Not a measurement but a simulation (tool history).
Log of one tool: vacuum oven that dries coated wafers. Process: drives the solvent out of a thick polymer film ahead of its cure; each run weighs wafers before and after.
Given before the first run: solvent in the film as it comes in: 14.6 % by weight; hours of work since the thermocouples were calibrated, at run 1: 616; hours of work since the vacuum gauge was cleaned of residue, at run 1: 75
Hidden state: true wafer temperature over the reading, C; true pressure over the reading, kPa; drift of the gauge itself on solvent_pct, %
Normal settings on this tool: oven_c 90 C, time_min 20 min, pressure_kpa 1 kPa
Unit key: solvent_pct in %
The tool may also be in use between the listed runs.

| run | hour | oven_c | time_min | pressure_kpa | hours of work since the thermocouples were calibrated | hours of work since the vacuum gauge was cleaned of residue | solvent_pct |
|---|---|---|---|---|---|---|---|
| 1 | 0 | 90 | 20 | 1 | 616 | 75 | 2.09 |
| 2 | 10.2 | 90 | 20 | 1.15 | 622 | 81 | 2.2 |
| 3 | 23 | 90 | 20 | 0.51 | 629 | 88 | 1.93 |
| 4 | 36.1 | 90 | 20 | 0.51 | 637 | 95 | 1.93 |
| 5 | 47 | 90 | 20 | 0.51 | 643 | 101 | 1.91 |
| 6 | 53.9 | 90 | 20 | 0.51 | 647 | 105 | 1.94 |
| 7 | 61.5 | 90 | 24 | 1 | 651 | 110 | 1.55 |
| 8 | 72 | 90 | 24 | 1 | 657 | 116 | 1.58 |
| 9 | 84.1 | 90 | 20 | 3.75 | 664 | 123 | 3.32 |
| 10 | 96.7 | 90 | 20 | 0.92 | 671 | 130 | 2.07 |
| 11 | 108.9 | 90 | 20 | 0.92 | 678 | 137 | 2.09 |
| 12 | 121.4 | 90 | 20 | 0.92 | 685 | 144 | 2.07 |
| 13 | 132.8 | 99 | 11 | 0.97 | 692 | 150 | 2.12 |
| 14 | 140.6 | 89 | 20 | 1.19 | 696 | 155 | 2.51 |
| 15 | 149.8 | 91 | 12 | 0.62 | 702 | 160 | 3.63 |
| 16 | 160.7 | 95 | 11 | 0.8 | 708 | 166 | 2.94 |
| 17 | 168.8 | 84 | 20 | 1.1 | 712 | 171 | 3.76 |
| 18 | 174.1 | 94 | 20 | 3.69 | 715 | 174 | 2.45 |
| 19 | 181.5 | 100 | 12 | 1.84 | 720 | 178 | 1.91 |
| 20 | 194.7 | 95 | 20 | 3.87 | 727 | 185 | 2.25 |
| 21 | 201.6 | 104 | 14 | 3.87 | 731 | 189 | 1.56 |

Forecast each of these 4 alternatives for the next run:
| A | 208.7 | 96 | 25 | 3.87 | 735 | 193 | ? |
| B | 208.7 | 77 | 25 | 2.3 | 735 | 193 | ? |
| C | 208.7 | 90 | 12 | 1 | 735 | 193 | ? |
| D | 208.7 | 95 | 21 | 0.8 | 735 | 193 | ? |

| run | solvent_pct |
|---|---|
| A | 1.75 |
| B | 5.59 |
| C | 4.03 |
| D | 1.14 |
With no hidden state in the tool, these same runs would have given:
| run | solvent_pct |
|---|---|
| A | 1.74 |
| B | 5.57 |
| C | 4.01 |
| D | 1.13 |
